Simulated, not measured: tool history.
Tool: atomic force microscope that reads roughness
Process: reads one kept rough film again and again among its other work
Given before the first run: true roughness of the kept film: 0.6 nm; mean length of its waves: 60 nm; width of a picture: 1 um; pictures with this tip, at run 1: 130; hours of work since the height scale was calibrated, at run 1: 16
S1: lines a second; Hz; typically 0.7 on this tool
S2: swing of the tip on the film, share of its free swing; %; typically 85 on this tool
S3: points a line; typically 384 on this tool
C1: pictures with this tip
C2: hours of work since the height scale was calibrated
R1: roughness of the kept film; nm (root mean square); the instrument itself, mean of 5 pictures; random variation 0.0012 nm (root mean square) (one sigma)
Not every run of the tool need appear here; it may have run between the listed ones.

run 1 hour=0 | S1=0.7 S2=85 S3=384 | C1=130 C2=16 | R1=0.563
run 2 hour=41 | S1=0.7 S2=85 S3=384 | C1=193 C2=43 | R1=0.562
run 3 hour=80.2 | S1=0.7 S2=85 S3=273 | C1=253 C2=69 | R1=0.56
run 4 hour=105.2 | S1=0.7 S2=61 S3=384 | C1=291 C2=86 | R1=0.578
run 5 hour=137.8 | S1=0.7 S2=68 S3=384 | C1=341 C2=107 | R1=0.572
-- hour=157.9 new tip fitted
run 6 hour=162.6 | S1=0.7 S2=68 S3=384 | C1=7 C2=123 | R1=0.582
run 7 hour=201.9 | S1=0.7 S2=85 S3=384 | C1=67 C2=149 | R1=0.566
run 8 hour=250.7 | S1=0.7 S2=85 S3=384 | C1=142 C2=182 | R1=0.563
run 9 hour=271.1 | S1=0.7 S2=85 S3=384 | C1=173 C2=195 | R1=0.564
run 10 hour=318.6 | S1=0.7 S2=85 S3=384 | C1=246 C2=227 | R1=0.561
run 11 hour=339.4 | S1=0.7 S2=85 S3=384 | C1=278 C2=241 | R1=0.561
run 12 hour=381.6 | S1=0.7 S2=85 S3=384 | C1=342 C2=268 | R1=0.557
-- hour=398.9 new tip fitted
run 13 hour=418.4 | S1=0.7 S2=85 S3=384 | C1=30 C2=293 | R1=0.569
run 14 hour=449.6 | S1=0.7 S2=85 S3=862 | C1=77 C2=313 | R1=0.567
run 15 hour=474.8 | S1=0.7 S2=85 S3=862 | C1=116 C2=330 | R1=0.567
run 16 hour=506.3 | S1=0.7 S2=85 S3=862 | C1=164 C2=351 | R1=0.564
run 17 hour=551.2 | S1=0.7 S2=85 S3=384 | C1=233 C2=380 | R1=0.56
run 18 hour=597.7 | S1=0.7 S2=85 S3=384 | C1=304 C2=411 | R1=0.559
-- hour=642.3 new tip fitted
run 19 hour=644.3 | S1=0.7 S2=85 S3=384 | C1=3 C2=442 | R1=0.569
run 20 hour=671.3 | S1=0.7 S2=85 S3=384 | C1=44 C2=460 | R1=0.568
run 21 hour=692.5 | S1=2.235 S2=71 S3=299 | C1=77 C2=474 | R1=0.55
run 22 hour=740 | S1=0.7 S2=76 S3=384 | C1=150 C2=505 | R1=0.575
run 23 hour=767 | S1=3.36 S2=85 S3=384 | C1=191 C2=523 | R1=0.48
run 24 hour=792.2 | S1=3.36 S2=85 S3=384 | C1=229 C2=540 | R1=0.48
run 25 hour=822.4 | S1=0.7 S2=69 S3=384 | C1=275 C2=560 | R1=0.578
run 26 hour=848.1 | S1=2.035 S2=84 S3=384 | C1=315 C2=577 | R1=0.519
run 27 hour=879.4 | S1=3.695 S2=84 S3=384 | C1=363 C2=598 | R1=0.472
-- hour=883.2 new tip fitted
run 28 hour=909.2 | S1=0.513 S2=64 S3=755 | C1=40 C2=617 | R1=0.59
run 29 hour=942.7 | S1=0.513 S2=85 S3=372 | C1=91 C2=639 | R1=0.573
run 30 hour=966.6 | S1=0.513 S2=85 S3=372 | C1=127 C2=655 | R1=0.575
run 31 hour=1013.4 | S1=3.291 S2=85 S3=272 | C1=199 C2=686 | R1=0.482
run 32 hour=1034.5 | S1=1.739 S2=85 S3=502 | C1=231 C2=700 | R1=0.53
run 33 hour=1072.9 | S1=0.969 S2=57 S3=384 | C1=290 C2=725 | R1=0.582
run 34 hour=1103.4 | S1=3.717 S2=70 S3=314 | C1=336 C2=746 | R1=0.526
-- hour=1125.3 new tip fitted
run 35 hour=1125.3 | S1=3.717 S2=70 S3=314 | C1=0 C2=760 | R1=0.535
run 36 hour=1147 | S1=3.717 S2=70 S3=314 | C1=33 C2=774 | R1=0.534
run 37 hour=1180 | S1=1.819 S2=61 S3=650 | C1=84 C2=796 | R1=0.578
run 38 hour=1206.3 | S1=1.819 S2=61 S3=650 | C1=124 C2=813 | R1=0.577
run 39 hour=1234 | S1=1.819 S2=80 S3=537 | C1=166 C2=832 | R1=0.542

4 ways to go on from here, each from the tool as it stands after run 39. What would each give?
run A hour=1276.4 | S1=1.819 S2=61 S3=537 | C1=231 C2=860 | R1=?
run B hour=1276.4 | S1=2.368 S2=70 S3=499 | C1=231 C2=860 | R1=?
run C hour=1276.4 | S1=2.258 S2=76 S3=940 | C1=231 C2=860 | R1=?
run D hour=1276.4 | S1=0.7 S2=89 S3=384 | C1=231 C2=860 | R1=?

run=A R1=0.571
run=B R1=0.552
run=C R1=0.542
run=D R1=0.562
Had the tool no hidden state, the same runs would have come out as:
run=A R1=0.574
run=B R1=0.555
run=C R1=0.545
run=D R1=0.565
